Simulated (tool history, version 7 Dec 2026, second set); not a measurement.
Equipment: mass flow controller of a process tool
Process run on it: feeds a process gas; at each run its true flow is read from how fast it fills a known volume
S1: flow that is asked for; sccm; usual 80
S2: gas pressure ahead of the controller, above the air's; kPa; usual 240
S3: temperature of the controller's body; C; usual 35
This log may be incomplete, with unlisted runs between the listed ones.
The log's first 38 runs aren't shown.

run 39 day=391.442 | S1=167 S2=240 S3=28 | true_flow_(%)=98.71
run 40 day=398.558 | S1=21 S2=244 S3=24 | true_flow_(%)=99.59
run 41 day=406.492 | S1=80 S2=149 S3=21 | true_flow_(%)=99.40
run 42 day=418.425 | S1=28 S2=204 S3=29 | true_flow_(%)=99.42
run 43 day=428.438 | S1=24 S2=240 S3=34 | true_flow_(%)=99.19
run 44 day=441.754 | S1=24 S2=240 S3=34 | true_flow_(%)=99.46
run 45 day=451.800 | S1=49 S2=240 S3=30 | true_flow_(%)=98.89
run 46 day=457.725 | S1=80 S2=147 S3=37 | true_flow_(%)=98.79
run 47 day=466.033 | S1=64 S2=177 S3=37 | true_flow_(%)=98.52

Consider 3 possible next runs. They are alternatives, not a sequence: every one starts from the tool as it was left by run 47. What does each give?
run A day=475.683 | S1=88 S2=208 S3=29 | true_flow_(%)=?
run B day=475.683 | S1=169 S2=167 S3=39 | true_flow_(%)=?
run C day=475.683 | S1=37 S2=176 S3=37 | true_flow_(%)=?

run=A true_flow_(%)=98.83
run=B true_flow_(%)=98.73
run=C true_flow_(%)=99.34
With the hidden condition removed and each run's random variation left untouched, the same runs would have given:
run=A true_flow_(%)=98.90
run=B true_flow_(%)=99.19
run=C true_flow_(%)=98.32

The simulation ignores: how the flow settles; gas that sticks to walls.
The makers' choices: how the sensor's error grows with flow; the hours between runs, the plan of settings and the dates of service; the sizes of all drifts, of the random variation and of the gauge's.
